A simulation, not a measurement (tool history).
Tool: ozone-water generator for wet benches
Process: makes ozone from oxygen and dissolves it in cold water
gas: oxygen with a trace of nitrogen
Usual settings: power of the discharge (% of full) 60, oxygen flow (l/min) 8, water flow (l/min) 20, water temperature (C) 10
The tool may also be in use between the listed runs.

| run | day | power of the discharge (% of full) | oxygen flow (l/min) | water flow (l/min) | water temperature (C) | dissolved ozone (ppm) | ozone in the gas ahead of the water (g/m3) |
|---|---|---|---|---|---|---|---|
| 1 | 0 | 60 | 8 | 20 | 10 | 16.6 | 124.6 |
| 2 | 2.725 | 60 | 8 | 20 | 10 | 16.4 | 124.6 |
| 3 | 6.325 | 60 | 8 | 20 | 10 | 16.9 | 125.4 |
| 4 | 9.204 | 60 | 8 | 20 | 14 | 15.6 | 125.5 |
| 5 | 13.175 | 60 | 8 | 20 | 14 | 15.3 | 123.5 |
| 6 | 15.492 | 60 | 8 | 24 | 14 | 13.3 | 124.5 |
| 7 | 19.579 | 60 | 8 | 24 | 14 | 13.3 | 123.6 |
| 8 | 21.838 | 47 | 8 | 24 | 14 | 11.4 | 106.8 |
| 9 | 26.017 | 47 | 8 | 24 | 14 | 11.3 | 105.8 |
| 10 | 27.85 | 47 | 8 | 24 | 14 | 11.4 | 105.5 |
| 11 | 30.579 | 60 | 8 | 20 | 10 | 16.3 | 122.9 |
| 12 | 34.833 | 60 | 8 | 20 | 10 | 16.4 | 122.8 |
| 13 | 37.5 | 60 | 8 | 20 | 10 | 16.2 | 123.3 |
| 14 | 40.438 | 69 | 8 | 17 | 10 | 19.8 | 133 |
| 15 | 42.933 | 60 | 8 | 20 | 13 | 15.4 | 122.7 |
| 16 | 46.292 | 60 | 8 | 20 | 13 | 15.3 | 121.7 |
| 17 | 49.217 | 80 | 14.16 | 20 | 15 | 15.1 | 99.6 |
| 18 | 52.429 | 64 | 8.6 | 20 | 10 | 16.2 | 120.5 |
| 19 | 54.862 | 60 | 8 | 18 | 13 | 16.3 | 120.9 |
| 20 | 57.179 | 60 | 8 | 18 | 13 | 16.3 | 121.5 |
| 21 | 61.404 | 45 | 12.07 | 15 | 10 | 15 | 78.5 |
| 22 | 65.662 | 45 | 12.07 | 15 | 10 | 14.8 | 79.5 |

Forecast each of these 4 alternatives for the next run:
| A | 67.554 | 70 | 12.07 | 15 | 10 | ? | ? |
| B | 67.554 | 60 | 7.08 | 31 | 10 | ? | ? |
| C | 67.554 | 45 | 5.81 | 15 | 10 | ? | ? |
| D | 67.554 | 94 | 8 | 20 | 5 | ? | ? |

| run | dissolved ozone (ppm) | ozone in the gas ahead of the water (g/m3) |
|---|---|---|
| A | 19.4 | 102.3 |
| B | 10.6 | 130.3 |
| C | 17.4 | 124.9 |
| D | 22.3 | 157.2 |
Without the tool's hidden state the same runs would have given:
| run | dissolved ozone (ppm) | ozone in the gas ahead of the water (g/m3) |
|---|---|---|
| A | 22.2 | 110.8 |
| B | 12.2 | 140.1 |
| C | 19.4 | 132.4 |
| D | 25.9 | 172.9 |
